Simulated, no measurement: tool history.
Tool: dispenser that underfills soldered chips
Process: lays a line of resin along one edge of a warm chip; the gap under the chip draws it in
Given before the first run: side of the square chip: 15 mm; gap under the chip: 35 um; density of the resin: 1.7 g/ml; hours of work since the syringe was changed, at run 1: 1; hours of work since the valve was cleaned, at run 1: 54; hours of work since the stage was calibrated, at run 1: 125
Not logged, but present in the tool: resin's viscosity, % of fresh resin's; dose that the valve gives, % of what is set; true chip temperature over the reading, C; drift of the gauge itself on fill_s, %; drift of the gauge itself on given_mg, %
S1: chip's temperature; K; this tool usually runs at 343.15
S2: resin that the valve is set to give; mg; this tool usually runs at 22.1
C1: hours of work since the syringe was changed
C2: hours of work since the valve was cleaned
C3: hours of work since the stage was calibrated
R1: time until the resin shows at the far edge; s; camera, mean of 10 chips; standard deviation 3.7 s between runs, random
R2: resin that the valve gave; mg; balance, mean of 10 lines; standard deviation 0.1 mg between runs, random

| run | hour | S1 | S2 | C1 | C2 | C3 | R1 | R2 |
|---|---|---|---|---|---|---|---|---|
| 1 | 0.0 | 343.15 | 22.1 | 1 | 54 | 125 | 379.4 | 21.42 |
| 2 | 4.4 | 343.15 | 22.1 | 4 | 57 | 128 | 457.8 | 21.38 |
|  | 7.2 | new syringe of resin |
| 3 | 9.0 | 343.15 | 22.1 | 1 | 60 | 131 | 414.8 | 21.14 |
| 4 | 13.0 | 343.15 | 22.1 | 4 | 63 | 134 | 483.2 | 21.14 |
|  | 15.1 | new syringe of resin |
| 5 | 16.9 | 343.15 | 22.1 | 1 | 66 | 136 | 396.0 | 21.23 |
| 6 | 19.5 | 328.15 | 22.1 | 3 | 68 | 138 | 899.3 | 21.16 |
| 7 | 21.7 | 343.15 | 26.5 | 5 | 69 | 140 | 474.4 | 25.46 |
|  | 22.9 | new syringe of resin |
| 8 | 26.3 | 343.15 | 22.1 | 2 | 72 | 143 | 421.8 | 21.00 |
| 9 | 29.8 | 343.15 | 22.9 | 5 | 75 | 145 | 493.8 | 21.95 |
|  | 30.7 | new syringe of resin |
| 10 | 32.9 | 343.15 | 22.9 | 2 | 77 | 147 | 406.8 | 21.88 |
| 11 | 37.7 | 343.15 | 22.9 | 5 | 80 | 151 | 495.8 | 21.51 |
|  | 38.4 | new syringe of resin |
| 12 | 42.9 | 343.15 | 25.8 | 3 | 84 | 154 | 441.1 | 24.38 |
|  | 46.0 | new syringe of resin |
| 13 | 47.7 | 328.15 | 22.1 | 1 | 87 | 157 | 836.0 | 20.79 |
| 14 | 49.8 | 343.15 | 27.7 | 3 | 88 | 159 | 439.1 | 26.27 |
|  | 53.7 | new syringe of resin |
| 15 | 53.7 | 343.15 | 22.1 | 0 | 91 | 162 | 368.5 | 20.91 |
| 16 | 58.1 | 343.15 | 22.1 | 3 | 94 | 165 | 440.4 | 20.83 |
|  | 61.7 | new syringe of resin |
| 17 | 62.5 | 343.15 | 22.1 | 1 | 97 | 168 | 378.3 | 20.74 |
| 18 | 66.6 | 343.15 | 24.5 | 4 | 100 | 171 | 446.9 | 22.88 |
|  | 69.4 | new syringe of resin |
| 19 | 70.0 | 356.15 | 19.4 | 0 | 102 | 173 | 225.1 | 18.29 |
| 20 | 73.7 | 356.15 | 19.4 | 3 | 105 | 175 | 262.1 | 18.08 |
| 21 | 75.8 | 339.15 | 27.4 | 5 | 106 | 177 | 583.8 | 25.67 |
|  | 77.2 | new syringe of resin |
| 22 | 79.9 | 339.15 | 27.4 | 2 | 109 | 180 | 496.2 | 25.52 |
| 23 | 83.3 | 336.15 | 22.8 | 4 | 112 | 182 | 657.4 | 21.26 |
|  | 84.8 | new syringe of resin |
| 24 | 87.6 | 329.15 | 22.6 | 2 | 114 | 185 | 805.0 | 20.95 |
| 25 | 91.3 | 344.15 | 20.5 | 5 | 117 | 188 | 466.8 | 18.97 |
|  | 92.6 | new syringe of resin |
| 26 | 95.4 | 344.15 | 25.6 | 2 | 120 | 190 | 377.5 | 23.59 |
| 27 | 99.0 | 344.15 | 25.6 | 5 | 122 | 193 | 446.2 | 23.65 |
|  | 100.3 | new syringe of resin |
| 28 | 102.8 | 354.15 | 26.5 | 2 | 125 | 195 | 248.6 | 24.46 |
| 29 | 105.9 | 340.15 | 23.8 | 4 | 127 | 198 | 531.2 | 21.86 |
|  | 107.9 | new syringe of resin |
| 30 | 109.3 | 343.15 | 23.2 | 1 | 129 | 200 | 382.0 | 21.28 |
|  | 113.8 | dispensing valve cleaned and set on the balance |
| 31 | 114.6 | 336.15 | 26.2 | 4 | 1 | 203 | 624.8 | 26.06 |
|  | 116.9 | new syringe of resin |
| 32 | 117.5 | 345.15 | 22.9 | 0 | 2 | 205 | 342.1 | 22.90 |
| 33 | 120.2 | 338.15 | 28.7 | 2 | 4 | 207 | 522.8 | 28.77 |
| 34 | 122.9 | 332.15 | 27.9 | 4 | 6 | 209 | 781.8 | 27.73 |
|  | 124.8 | new syringe of resin |
| 35 | 127.6 | 332.15 | 27.9 | 2 | 9 | 212 | 695.1 | 27.93 |

3 options for the next run, each taken on its own from the tool as it stands now. Forecast them:
| A | 130.9 | 335.15 | 21.9 | 4 | 12 | 214 | ? | ? |
| B | 130.9 | 334.15 | 27.3 | 4 | 12 | 214 | ? | ? |
| C | 130.9 | 337.15 | 20.5 | 4 | 12 | 214 | ? | ? |

| run | R1 | R2 |
|---|---|---|
| A | 693.3 | 21.75 |
| B | 714.9 | 27.09 |
| C | 637.3 | 20.24 |
With no hidden state in the tool, these same runs would have given:
| run | R1 | R2 |
|---|---|---|
| A | 545.4 | 21.88 |
| B | 562.5 | 27.25 |
| C | 501.0 | 20.35 |

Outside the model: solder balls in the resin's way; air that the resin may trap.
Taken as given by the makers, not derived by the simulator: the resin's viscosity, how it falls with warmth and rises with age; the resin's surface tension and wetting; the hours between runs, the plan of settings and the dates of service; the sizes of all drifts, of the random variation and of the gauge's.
